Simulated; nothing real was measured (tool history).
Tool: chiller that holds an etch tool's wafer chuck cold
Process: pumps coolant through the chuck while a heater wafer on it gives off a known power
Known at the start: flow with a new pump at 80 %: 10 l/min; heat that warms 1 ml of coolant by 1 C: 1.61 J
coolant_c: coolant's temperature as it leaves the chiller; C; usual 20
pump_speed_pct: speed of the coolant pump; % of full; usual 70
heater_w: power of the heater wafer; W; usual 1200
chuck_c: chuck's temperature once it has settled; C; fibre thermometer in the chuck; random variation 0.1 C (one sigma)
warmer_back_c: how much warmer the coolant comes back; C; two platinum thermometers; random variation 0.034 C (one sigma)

{"run": 1, "hour": 0.0, "coolant_c": 20, "pump_speed_pct": 70, "heater_w": 1200, "chuck_c": 33.0, "warmer_back_c": 5.1}
{"run": 2, "hour": 19.2, "coolant_c": 20, "pump_speed_pct": 70, "heater_w": 1200, "chuck_c": 32.9, "warmer_back_c": 5.13}
{"run": 3, "hour": 33.7, "coolant_c": 20, "pump_speed_pct": 70, "heater_w": 783, "chuck_c": 28.4, "warmer_back_c": 3.31}
{"run": 4, "hour": 66.2, "coolant_c": 20, "pump_speed_pct": 70, "heater_w": 783, "chuck_c": 28.5, "warmer_back_c": 3.32}
{"run": 5, "hour": 93.6, "coolant_c": 20, "pump_speed_pct": 70, "heater_w": 602, "chuck_c": 26.5, "warmer_back_c": 2.46}
{"run": 6, "hour": 114.0, "coolant_c": 20, "pump_speed_pct": 70, "heater_w": 602, "chuck_c": 26.5, "warmer_back_c": 2.46}
{"run": 7, "hour": 130.1, "coolant_c": 20, "pump_speed_pct": 70, "heater_w": 602, "chuck_c": 26.6, "warmer_back_c": 2.41}
{"run": 8, "hour": 146.5, "coolant_c": 20, "pump_speed_pct": 70, "heater_w": 602, "chuck_c": 26.6, "warmer_back_c": 2.4}
{"run": 9, "hour": 165.8, "coolant_c": 20, "pump_speed_pct": 70, "heater_w": 602, "chuck_c": 26.7, "warmer_back_c": 2.32}
{"run": 10, "hour": 180.0, "coolant_c": 20, "pump_speed_pct": 70, "heater_w": 602, "chuck_c": 26.3, "warmer_back_c": 2.29}
{"run": 11, "hour": 207.8, "coolant_c": 20, "pump_speed_pct": 70, "heater_w": 1200, "chuck_c": 33.1, "warmer_back_c": 4.78}
{"run": 12, "hour": 221.3, "coolant_c": 20, "pump_speed_pct": 70, "heater_w": 1200, "chuck_c": 33.0, "warmer_back_c": 4.78}
{"run": 13, "hour": 248.2, "coolant_c": 20, "pump_speed_pct": 70, "heater_w": 1200, "chuck_c": 33.2, "warmer_back_c": 4.79}
{"run": 14, "hour": 279.0, "coolant_c": 10, "pump_speed_pct": 70, "heater_w": 1200, "chuck_c": 23.0, "warmer_back_c": 4.74}
{"run": 15, "hour": 305.2, "coolant_c": 20, "pump_speed_pct": 70, "heater_w": 1121, "chuck_c": 31.9, "warmer_back_c": 4.46}
{"hour": 313.2, "done": "gauge calibrated"}
{"run": 16, "hour": 329.1, "coolant_c": 20, "pump_speed_pct": 70, "heater_w": 1121, "chuck_c": 32.3, "warmer_back_c": 4.8}
{"run": 17, "hour": 348.9, "coolant_c": 20, "pump_speed_pct": 67, "heater_w": 1303, "chuck_c": 34.6, "warmer_back_c": 5.87}
{"run": 18, "hour": 368.5, "coolant_c": 11, "pump_speed_pct": 70, "heater_w": 1200, "chuck_c": 24.0, "warmer_back_c": 5.09}
{"run": 19, "hour": 384.7, "coolant_c": 10, "pump_speed_pct": 70, "heater_w": 1652, "chuck_c": 28.0, "warmer_back_c": 7.01}
{"run": 20, "hour": 413.8, "coolant_c": 20, "pump_speed_pct": 73, "heater_w": 1727, "chuck_c": 38.3, "warmer_back_c": 6.93}
{"run": 21, "hour": 445.9, "coolant_c": 18, "pump_speed_pct": 69, "heater_w": 1259, "chuck_c": 31.7, "warmer_back_c": 5.31}
{"run": 22, "hour": 464.1, "coolant_c": 18, "pump_speed_pct": 69, "heater_w": 1259, "chuck_c": 31.9, "warmer_back_c": 5.28}
{"run": 23, "hour": 480.1, "coolant_c": 20, "pump_speed_pct": 81, "heater_w": 881, "chuck_c": 28.6, "warmer_back_c": 2.95}
{"run": 24, "hour": 508.3, "coolant_c": 20, "pump_speed_pct": 70, "heater_w": 636, "chuck_c": 27.1, "warmer_back_c": 2.47}
{"run": 25, "hour": 521.8, "coolant_c": 13, "pump_speed_pct": 70, "heater_w": 1071, "chuck_c": 24.6, "warmer_back_c": 4.3}
{"run": 26, "hour": 548.0, "coolant_c": 13, "pump_speed_pct": 70, "heater_w": 747, "chuck_c": 21.0, "warmer_back_c": 2.9}
{"run": 27, "hour": 562.5, "coolant_c": 13, "pump_speed_pct": 72, "heater_w": 845, "chuck_c": 22.0, "warmer_back_c": 3.15}
{"run": 28, "hour": 592.5, "coolant_c": 14, "pump_speed_pct": 70, "heater_w": 1474, "chuck_c": 30.1, "warmer_back_c": 5.91}
{"run": 29, "hour": 615.5, "coolant_c": 12, "pump_speed_pct": 84, "heater_w": 1200, "chuck_c": 23.5, "warmer_back_c": 3.81}
{"run": 30, "hour": 648.5, "coolant_c": 11, "pump_speed_pct": 75, "heater_w": 1515, "chuck_c": 26.7, "warmer_back_c": 5.65}
{"run": 31, "hour": 671.9, "coolant_c": 11, "pump_speed_pct": 75, "heater_w": 1515, "chuck_c": 26.6, "warmer_back_c": 5.56}
{"run": 32, "hour": 690.0, "coolant_c": 19, "pump_speed_pct": 70, "heater_w": 1534, "chuck_c": 35.6, "warmer_back_c": 6.04}

3 ways to go on from here, each from the tool as it stands after run 32. What would each give?
{"run": "A", "hour": 719.4, "coolant_c": 20, "pump_speed_pct": 70, "heater_w": 663, "chuck_c": "?", "warmer_back_c": "?"}
{"run": "B", "hour": 719.4, "coolant_c": 12, "pump_speed_pct": 70, "heater_w": 1605, "chuck_c": "?", "warmer_back_c": "?"}
{"run": "C", "hour": 719.4, "coolant_c": 20, "pump_speed_pct": 70, "heater_w": 986, "chuck_c": "?", "warmer_back_c": "?"}

run=A chuck_c=27.4 warmer_back_c=2.30
run=B chuck_c=29.6 warmer_back_c=6.30
run=C chuck_c=30.8 warmer_back_c=3.67
Without the tool's hidden state the same runs would have given:
run=A chuck_c=27.4 warmer_back_c=2.87
run=B chuck_c=29.6 warmer_back_c=6.87
run=C chuck_c=30.7 warmer_back_c=4.24
